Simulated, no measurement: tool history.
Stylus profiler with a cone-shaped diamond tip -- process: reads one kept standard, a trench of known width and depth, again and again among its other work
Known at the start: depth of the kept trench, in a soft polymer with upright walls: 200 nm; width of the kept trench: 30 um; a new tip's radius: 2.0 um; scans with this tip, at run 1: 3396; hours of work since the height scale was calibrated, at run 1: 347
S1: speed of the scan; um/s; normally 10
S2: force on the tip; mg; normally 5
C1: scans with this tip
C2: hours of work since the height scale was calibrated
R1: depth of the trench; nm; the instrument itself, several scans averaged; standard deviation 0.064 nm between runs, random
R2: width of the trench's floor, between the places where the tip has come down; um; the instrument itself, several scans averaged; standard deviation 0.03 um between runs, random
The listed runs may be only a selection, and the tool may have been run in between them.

| run | day | S1 | S2 | C1 | C2 | R1 | R2 |
|---|---|---|---|---|---|---|---|
| 1 | 0 | 10 | 5 | 3396 | 347 | 204.31 | 27.88 |
| 2 | 1.571 | 10 | 5 | 3656 | 373 | 204.45 | 27.85 |
| 3 | 2.858 | 10 | 5 | 3870 | 395 | 204.19 | 27.84 |
| 4 | 4.492 | 3 | 5 | 4140 | 423 | 204.25 | 27.83 |
| 5 | 5.338 | 3 | 5 | 4280 | 437 | 204.22 | 27.81 |
| 6 | 6.283 | 3 | 5 | 4437 | 453 | 204.22 | 27.76 |
| 7 | 7.208 | 10 | 6.16 | 4590 | 468 | 204.86 | 27.7 |
| 8 | 8.396 | 10 | 6.16 | 4786 | 489 | 204.94 | 27.7 |
| 9 | 9.638 | 10 | 11.09 | 4992 | 510 | 207.24 | 27.74 |
| 10 | 11.304 | 10 | 11.09 | 5268 | 538 | 207.32 | 27.68 |
| 11 | 12.883 | 10 | 11.09 | 5529 | 564 | 207.23 | 27.65 |
| 12 | 13.8 | 10 | 3.98 | 5681 | 580 | 203.56 | 27.59 |
| 13 | 14.85 | 10 | 5 | 5855 | 598 | 204.14 | 27.58 |
| 14 | 16.488 | 24 | 10.83 | 6126 | 625 | 207.17 | 27.61 |
| 15 | 17.921 | 24 | 10.83 | 6363 | 649 | 207.07 | 27.58 |
| 16 | 19.817 | 24 | 10.83 | 6677 | 681 | 207.16 | 27.5 |
| 17 | 20.862 | 24 | 10.83 | 6850 | 699 | 207.14 | 27.48 |
| 18 | 21.929 | 10 | 5.91 | 7026 | 717 | 204.62 | 27.5 |
| 19 | 23.75 | 10 | 5.91 | 7328 | 748 | 204.56 | 27.46 |
| 20 | 24.896 | 10 | 1.92 | 7518 | 767 | 201.91 | 27.43 |
| 21 | 25.842 | 34 | 4.79 | 7674 | 783 | 203.86 | 27.37 |
| 22 | 27.625 | 6 | 10.1 | 7970 | 813 | 206.66 | 27.41 |
| 23 | 29.242 | 20 | 1.82 | 8238 | 841 | 201.78 | 27.38 |
| 24 | 30.992 | 6 | 9.63 | 8527 | 870 | 206.4 | 27.38 |
| 25 | 32.133 | 33 | 11.02 | 8716 | 890 | 206.99 | 27.33 |
| 26 | 33.008 | 3 | 9.95 | 8861 | 904 | 206.75 | 27.37 |

Consider 5 possible next runs. They are alternatives, not a sequence: every one starts from the tool as it was left by run 26. What does each give?
| A | 34.829 | 21 | 1.71 | 9163 | 935 | ? | ? |
| B | 34.829 | 27 | 9.95 | 9163 | 935 | ? | ? |
| C | 34.829 | 6 | 7.75 | 9163 | 935 | ? | ? |
| D | 34.829 | 7 | 11.62 | 9163 | 935 | ? | ? |
| E | 34.829 | 4 | 2.07 | 9163 | 935 | ? | ? |

| run | R1 | R2 |
|---|---|---|
| A | 201.71 | 27.28 |
| B | 206.69 | 27.33 |
| C | 205.42 | 27.36 |
| D | 207.46 | 27.37 |
| E | 202.03 | 27.37 |
Without the tool's hidden state the same runs would have given:
| run | R1 | R2 |
|---|---|---|
| A | 202.18 | 28.19 |
| B | 207.17 | 28.24 |
| C | 205.9 | 28.28 |
| D | 207.95 | 28.28 |
| E | 202.5 | 28.29 |
